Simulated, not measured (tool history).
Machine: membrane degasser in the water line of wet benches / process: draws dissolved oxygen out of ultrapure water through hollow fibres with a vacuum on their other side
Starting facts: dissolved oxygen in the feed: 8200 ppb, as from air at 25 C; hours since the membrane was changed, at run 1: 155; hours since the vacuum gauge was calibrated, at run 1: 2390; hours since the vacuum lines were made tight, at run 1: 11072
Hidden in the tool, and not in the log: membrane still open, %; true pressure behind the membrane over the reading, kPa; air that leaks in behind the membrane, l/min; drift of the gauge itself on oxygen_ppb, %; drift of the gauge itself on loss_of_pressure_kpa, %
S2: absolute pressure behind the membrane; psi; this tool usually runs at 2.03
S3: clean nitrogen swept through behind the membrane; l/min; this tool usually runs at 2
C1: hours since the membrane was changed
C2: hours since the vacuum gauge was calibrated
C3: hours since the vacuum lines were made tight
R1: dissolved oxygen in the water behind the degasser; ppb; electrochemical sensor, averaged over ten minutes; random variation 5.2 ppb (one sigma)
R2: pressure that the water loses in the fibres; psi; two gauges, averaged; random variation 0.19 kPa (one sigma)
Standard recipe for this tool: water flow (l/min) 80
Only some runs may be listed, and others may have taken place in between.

run 1 hour=0 | water_flow_(l/min)=80 S2=2.03 S3=2 | C1=155 C2=2390 C3=11072 | R1=856.1 R2=5.211
run 2 hour=30.3 | water_flow_(l/min)=80 S2=2.03 S3=2 | C1=186 C2=2421 C3=11102 | R1=849.2 R2=5.24
run 3 hour=90.7 | water_flow_(l/min)=124 S2=2.03 S3=2 | C1=246 C2=2481 C3=11162 | R1=1251.8 R2=8.176
run 4 hour=155.4 | water_flow_(l/min)=80 S2=2.03 S3=4.63 | C1=311 C2=2546 C3=11227 | R1=457.3 R2=5.211
run 5 hour=223.7 | water_flow_(l/min)=80 S2=2.03 S3=2 | C1=379 C2=2614 C3=11295 | R1=845.3 R2=5.214
run 6 hour=288 | water_flow_(l/min)=80 S2=2.03 S3=2 | C1=443 C2=2678 C3=11360 | R1=836.3 R2=5.236
run 7 hour=342.9 | water_flow_(l/min)=80 S2=2.03 S3=0.84 | C1=498 C2=2733 C3=11415 | R1=1470.1 R2=5.272
run 8 hour=408.7 | water_flow_(l/min)=80 S2=2.03 S3=0.84 | C1=564 C2=2799 C3=11480 | R1=1454.1 R2=5.269
run 9 hour=469.9 | water_flow_(l/min)=80 S2=2.03 S3=2 | C1=625 C2=2860 C3=11542 | R1=850 R2=5.303
run 10 hour=498.4 | water_flow_(l/min)=80 S2=2.03 S3=2 | C1=654 C2=2889 C3=11570 | R1=846 R2=5.246
run 11 hour=547.5 | water_flow_(l/min)=80 S2=2.03 S3=2 | C1=703 C2=2938 C3=11619 | R1=848.8 R2=5.319
run 12 hour=590.1 | water_flow_(l/min)=80 S2=2.03 S3=2 | C1=745 C2=2980 C3=11662 | R1=848.1 R2=5.3
run 13 hour=637.5 | water_flow_(l/min)=80 S2=2.03 S3=2 | C1=793 C2=3028 C3=11709 | R1=851.5 R2=5.278
run 14 hour=702.3 | water_flow_(l/min)=61 S2=2.03 S3=2 | C1=858 C2=3093 C3=11774 | R1=669.4 R2=4.029
run 15 hour=754.5 | water_flow_(l/min)=61 S2=2.03 S3=2 | C1=910 C2=3145 C3=11826 | R1=668.9 R2=4.064
run 16 hour=802.1 | water_flow_(l/min)=80 S2=2.03 S3=2 | C1=957 C2=3192 C3=11874 | R1=838.7 R2=5.205
run 17 hour=842.4 | water_flow_(l/min)=80 S2=2.71 S3=1.96 | C1=998 C2=3233 C3=11914 | R1=1174.9 R2=5.282
run 18 hour=902.9 | water_flow_(l/min)=80 S2=2.71 S3=1.96 | C1=1058 C2=3293 C3=11975 | R1=1174 R2=5.253
-- hour=906.2 vacuum gauge calibrated
run 19 hour=952.6 | water_flow_(l/min)=80 S2=2.71 S3=1.96 | C1=1107 C2=46 C3=12024 | R1=1178.1 R2=5.278
run 20 hour=998.5 | water_flow_(l/min)=107 S2=2.71 S3=4.28 | C1=1153 C2=92 C3=12070 | R1=891.8 R2=7.021
run 21 hour=1033.7 | water_flow_(l/min)=80 S2=2.03 S3=0.96 | C1=1189 C2=128 C3=12105 | R1=1370.4 R2=5.275
run 22 hour=1067.8 | water_flow_(l/min)=82 S2=4.99 S3=4.06 | C1=1223 C2=162 C3=12139 | R1=1263.7 R2=5.404
run 23 hour=1096.2 | water_flow_(l/min)=57 S2=4.99 S3=3.27 | C1=1251 C2=190 C3=12167 | R1=1098.7 R2=3.785
run 24 hour=1124.8 | water_flow_(l/min)=57 S2=4.99 S3=3.27 | C1=1280 C2=219 C3=12196 | R1=1105.3 R2=3.767
run 25 hour=1179.5 | water_flow_(l/min)=57 S2=4.99 S3=3.27 | C1=1334 C2=273 C3=12251 | R1=1097.4 R2=3.759
run 26 hour=1223 | water_flow_(l/min)=60 S2=4.34 S3=1.52 | C1=1378 C2=317 C3=12294 | R1=1767.4 R2=3.923
run 27 hour=1281.9 | water_flow_(l/min)=73 S2=1.48 S3=1.1 | C1=1437 C2=376 C3=12353 | R1=809 R2=4.838
-- hour=1293.3 vacuum gauge calibrated, once more
run 28 hour=1343.6 | water_flow_(l/min)=70 S2=4.45 S3=2.79 | C1=1498 C2=50 C3=12414 | R1=1310.6 R2=4.648
run 29 hour=1393.9 | water_flow_(l/min)=106 S2=2.03 S3=1.99 | C1=1548 C2=101 C3=12465 | R1=1092.6 R2=6.988
run 30 hour=1459.4 | water_flow_(l/min)=102 S2=1.67 S3=2.46 | C1=1614 C2=166 C3=12530 | R1=749.7 R2=6.765
-- hour=1472.3 seals of the vacuum lines changed
run 31 hour=1517.5 | water_flow_(l/min)=65 S2=1.67 S3=5.27 | C1=1670 C2=222 C3=45 | R1=256.9 R2=4.253
run 32 hour=1554.6 | water_flow_(l/min)=70 S2=1.67 S3=5.27 | C1=1707 C2=259 C3=82 | R1=281.8 R2=4.614

For some of the steps in R1 from one run to the next: how much would appear even if the tool had no hidden state, given the settings, what came in and random variation, and how much remains for the hidden state plus any gauge scatter that the measured result and the result without hidden state don't share?
Run 3 -> 4: water flow (l/min) 124 -> 80, S3 2 -> 4.63. R1 -794.5 ppb: hidden state -1.7, all else -792.8.
Run 8 -> 9: S3 0.84 -> 2. R1 -604.1 ppb: hidden state +2.3, all else -606.4.
Run 25 -> 26: water flow (l/min) 57 -> 60, S2 4.99 -> 4.34, S3 3.27 -> 1.52. R1 +670 ppb: hidden state +0.3, all else +669.7.
Run 26 -> 27: water flow (l/min) 60 -> 73, S2 4.34 -> 1.48, S3 1.52 -> 1.1. R1 -958.4 ppb: hidden state +1.2, all else -959.6.
Run 27 -> 28: water flow (l/min) 73 -> 70, S2 1.48 -> 4.45, S3 1.1 -> 2.79, vacuum gauge calibrated, once more. R1 +501.6 ppb: hidden state -6.1, all else +507.7.
Run 28 -> 29: water flow (l/min) 70 -> 106, S2 4.45 -> 2.03, S3 2.79 -> 1.99. R1 -218 ppb: hidden state -2.6, all else -215.4.

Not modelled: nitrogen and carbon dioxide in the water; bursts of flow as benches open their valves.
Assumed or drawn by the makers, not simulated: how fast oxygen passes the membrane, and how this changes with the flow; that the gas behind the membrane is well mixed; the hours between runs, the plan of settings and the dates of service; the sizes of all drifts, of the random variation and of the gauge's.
